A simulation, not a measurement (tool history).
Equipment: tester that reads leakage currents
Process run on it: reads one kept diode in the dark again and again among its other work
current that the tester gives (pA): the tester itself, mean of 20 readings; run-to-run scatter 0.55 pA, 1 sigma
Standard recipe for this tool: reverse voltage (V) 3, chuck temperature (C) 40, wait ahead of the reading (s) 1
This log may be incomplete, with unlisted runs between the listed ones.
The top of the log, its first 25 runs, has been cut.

run	day	reverse voltage (V)	chuck temperature (C)	wait ahead of the reading (s)	hours of work since the probe card was cleaned	hours of work since the tester was calibrated	hours of work since the chuck was calibrated	current that the tester gives (pA)
26	27.462	3.73	40	1.55	483	1050	371	203.44
27	29.062	1.57	21	1	504	1071	393	25.18
28	30.517	1.57	21	1	524	1091	412	25.5
# day 30.754: tester calibrated
29	31.592	1.57	21	1	537	11	426	25.41
30	33.117	1.29	21	1	558	32	446	22.23
31	34.221	4.94	40	1	573	47	461	238.88
32	35.15	2.81	40	0.69	585	59	474	171.5
33	36.275	10.62	40	2.36	601	75	489	380.47
34	37.571	1.56	24	1.82	618	92	507	32.17
35	38.429	1.56	32	0.45	630	104	518	63.58
36	39.779	1.25	29	1.6	648	122	536	42.49
# day 40.133: tester calibrated, once more
37	40.992	3	42	1.87	663	12	552	208.13
38	41.704	3	42	1.87	673	21	561	208.36
39	42.904	3	42	1.87	689	37	578	207.57
40	43.892	3	42	1.87	703	51	591	207.21
41	44.604	7.83	29	1.87	712	60	601	133.12

Each row is a separate what-if for the run after 41, all from the same tool condition, not one after another. Results?
A	45.542	3.21	40	1	725	73	613	?
B	45.542	3	41	0.48	725	73	613	?
C	45.542	9.04	33	1	725	73	613	?

run	current that the tester gives (pA)
A	186.37
B	192.4
C	201.48
Without the tool's hidden state the same runs would have given:
run	current that the tester gives (pA)
A	190.46
B	196.81
C	201.94
